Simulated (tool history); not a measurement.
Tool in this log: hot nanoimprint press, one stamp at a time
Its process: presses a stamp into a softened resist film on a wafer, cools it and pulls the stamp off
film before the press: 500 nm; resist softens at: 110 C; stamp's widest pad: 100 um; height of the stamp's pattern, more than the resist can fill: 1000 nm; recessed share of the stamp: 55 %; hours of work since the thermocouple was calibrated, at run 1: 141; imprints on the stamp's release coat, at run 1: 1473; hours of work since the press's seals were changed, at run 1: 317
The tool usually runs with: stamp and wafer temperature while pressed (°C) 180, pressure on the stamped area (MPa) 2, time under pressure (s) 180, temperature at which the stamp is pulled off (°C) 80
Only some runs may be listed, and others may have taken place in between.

| run | hour | stamp and wafer temperature while pressed (°C) | pressure on the stamped area (MPa) | time under pressure (s) | temperature at which the stamp is pulled off (°C) | hours of work since the thermocouple was calibrated | imprints on the stamp's release coat | hours of work since the press's seals were changed | resist left under the stamp's widest pad (angstrom) | greatest force while the stamp is pulled off (N) |
|---|---|---|---|---|---|---|---|---|---|---|
| 1 | 0 | 180 | 2 | 180 | 80 | 141 | 1473 | 317 | 2607 | 197 |
|  | 46.4 | stamp cleaned and given a new release coat |
| 2 | 65 | 180 | 2 | 180 | 80 | 166 | 61 | 342 | 2597 | 194 |
| 3 | 156.2 | 180 | 2 | 180 | 80 | 206 | 363 | 382 | 2569 | 186 |
| 4 | 248.8 | 180 | 2.41 | 180 | 80 | 246 | 670 | 422 | 2402 | 189 |
| 5 | 314.3 | 180 | 2 | 180 | 80 | 274 | 886 | 450 | 2595 | 197 |
| 6 | 382.3 | 180 | 2 | 180 | 80 | 304 | 1111 | 480 | 2592 | 191 |
| 7 | 467.4 | 180 | 2 | 180 | 80 | 341 | 1393 | 517 | 2565 | 188 |
| 8 | 520 | 180 | 2 | 180 | 80 | 363 | 1567 | 539 | 2581 | 197 |
|  | 539 | stamp cleaned and given a new release coat |
| 9 | 579 | 180 | 2 | 271 | 80 | 386 | 132 | 562 | 2238 | 186 |
| 10 | 645.4 | 180 | 2 | 271 | 80 | 415 | 352 | 591 | 2227 | 191 |
| 11 | 741.9 | 180 | 2 | 271 | 80 | 457 | 671 | 633 | 2223 | 195 |
| 12 | 790.9 | 180 | 2 | 180 | 80 | 478 | 833 | 654 | 2558 | 193 |
| 13 | 855.1 | 180 | 2 | 180 | 80 | 506 | 1046 | 682 | 2577 | 190 |
|  | 907 | plate thermocouple calibrated |
| 14 | 907.5 | 180 | 2 | 180 | 80 | 0 | 1209 | 703 | 2592 | 190 |
| 15 | 968.9 | 180 | 2 | 101 | 80 | 27 | 1413 | 730 | 3053 | 193 |
|  | 981.6 | press's hydraulic seals changed and the load cell set to zero |
|  | 1039.5 | stamp cleaned and given a new release coat |
| 16 | 1039.5 | 180 | 2 | 101 | 80 | 51 | 0 | 22 | 3067 | 184 |
| 17 | 1110.9 | 183 | 1.49 | 164 | 72 | 82 | 236 | 53 | 2684 | 218 |
| 18 | 1156 | 180 | 2 | 270 | 76 | 102 | 385 | 73 | 2227 | 204 |
| 19 | 1218.9 | 189 | 1.39 | 260 | 80 | 129 | 593 | 100 | 1881 | 194 |
| 20 | 1298.4 | 180 | 2 | 130 | 80 | 163 | 856 | 135 | 2802 | 197 |
| 21 | 1390.7 | 180 | 2 | 130 | 80 | 203 | 1162 | 174 | 2824 | 192 |
| 22 | 1461 | 185 | 2 | 190 | 67 | 234 | 1394 | 205 | 2067 | 237 |
|  | 1528.4 | stamp cleaned and given a new release coat |
| 23 | 1560.3 | 185 | 1.23 | 180 | 80 | 274 | 105 | 245 | 2591 | 193 |
| 24 | 1613.8 | 185 | 1.23 | 180 | 80 | 297 | 282 | 269 | 2616 | 191 |
| 25 | 1698.6 | 185 | 1.23 | 180 | 80 | 334 | 563 | 305 | 2608 | 191 |
| 26 | 1738 | 188 | 2.11 | 313 | 66 | 351 | 693 | 322 | 1438 | 230 |
|  | 1779.5 | gauge calibrated |
| 27 | 1785.8 | 190 | 1.39 | 180 | 81 | 372 | 851 | 343 | 2120 | 187 |
| 28 | 1874 | 180 | 2.36 | 180 | 80 | 410 | 1143 | 381 | 2399 | 191 |
| 29 | 1942.7 | 188 | 3.1 | 180 | 80 | 440 | 1371 | 411 | 1542 | 190 |

Each row is a separate what-if for the run after 29, all from the same tool condition, not one after another. Results?
|  | 2014.2 | stamp cleaned and given a new release coat |
| A | 2017.6 | 188 | 1.63 | 180 | 74 | 470 | 12 | 441 | ? | ? |
|  | 2014.2 | stamp cleaned and given a new release coat |
| B | 2017.6 | 180 | 2 | 120 | 83 | 470 | 12 | 441 | ? | ? |
|  | 2014.2 | stamp cleaned and given a new release coat |
| C | 2017.6 | 173 | 1.6 | 180 | 69 | 470 | 12 | 441 | ? | ? |

| run | resist left under the stamp's widest pad (angstrom) | greatest force while the stamp is pulled off (N) |
|---|---|---|
| A | 2119 | 208 |
| B | 2959 | 181 |
| C | 3574 | 215 |
With the hidden condition removed and each run's random variation left untouched, the same runs would have given:
| run | resist left under the stamp's widest pad (angstrom) | greatest force while the stamp is pulled off (N) |
|---|---|---|
| A | 2126 | 208 |
| B | 2969 | 181 |
| C | 3586 | 215 |

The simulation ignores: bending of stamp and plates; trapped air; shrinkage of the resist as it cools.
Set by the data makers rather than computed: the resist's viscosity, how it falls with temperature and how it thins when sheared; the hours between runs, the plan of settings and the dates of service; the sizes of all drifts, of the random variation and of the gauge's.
